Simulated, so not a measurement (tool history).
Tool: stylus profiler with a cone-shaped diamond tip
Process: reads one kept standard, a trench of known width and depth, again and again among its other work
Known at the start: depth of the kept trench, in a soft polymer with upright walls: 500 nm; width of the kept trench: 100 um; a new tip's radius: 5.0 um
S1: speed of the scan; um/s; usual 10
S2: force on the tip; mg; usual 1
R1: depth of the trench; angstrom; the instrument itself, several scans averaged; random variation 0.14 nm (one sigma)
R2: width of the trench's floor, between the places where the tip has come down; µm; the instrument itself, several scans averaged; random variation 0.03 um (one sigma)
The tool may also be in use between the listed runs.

run,day,S1,S2,R1,R2
1,0,10,1,5015.6,94.97
2,0.438,10,0.41,5008.9,94.91
3,0.921,10,0.41,5006.8,94.92
4,1.508,9,0.41,5006.1,94.88
5,2.179,9,2.23,5032.3,94.95
# day 2.25: height scale calibrated on a step standard
6,2.512,9,2.23,5027.9,94.9
7,3.221,9,2.23,5028.8,94.96
# day 3.458: height scale calibrated on a step standard, once more
8,3.6,9,2.23,5034.5,94.94
9,4.3,9,2.23,5035.8,94.9
10,4.838,9,2.23,5037.3,94.87
11,5.388,9,2.23,5036.6,94.84
12,5.788,9,2.23,5035.6,94.8
13,6.417,27,2.44,5037.2,94.71
14,6.746,27,2.44,5036.1,94.7
15,7.246,25,2.28,5034.1,94.69

Measured less the same run without the tool's hidden state. The same run-to-run variation is in both; the gauge's scatter may not be:
The hidden state here: radius of the tip, um; height scale over the true one, %; drift of the gauge itself on depth_nm, %; drift of the gauge itself on floor_um, %.
run,R1,R2
1,-5,-0.58
2,-5,-0.59
3,-5.1,-0.6
4,-5.1,-0.62
5,-5.2,-0.64
6,-7.3,-0.65
7,-7.4,-0.66
8,-1.4,-0.68
9,-1.5,-0.69
10,-1.6,-0.71
11,-1.6,-0.73
12,-1.6,-0.74
13,-1.7,-0.75
14,-1.8,-0.76
15,-1.8,-0.78

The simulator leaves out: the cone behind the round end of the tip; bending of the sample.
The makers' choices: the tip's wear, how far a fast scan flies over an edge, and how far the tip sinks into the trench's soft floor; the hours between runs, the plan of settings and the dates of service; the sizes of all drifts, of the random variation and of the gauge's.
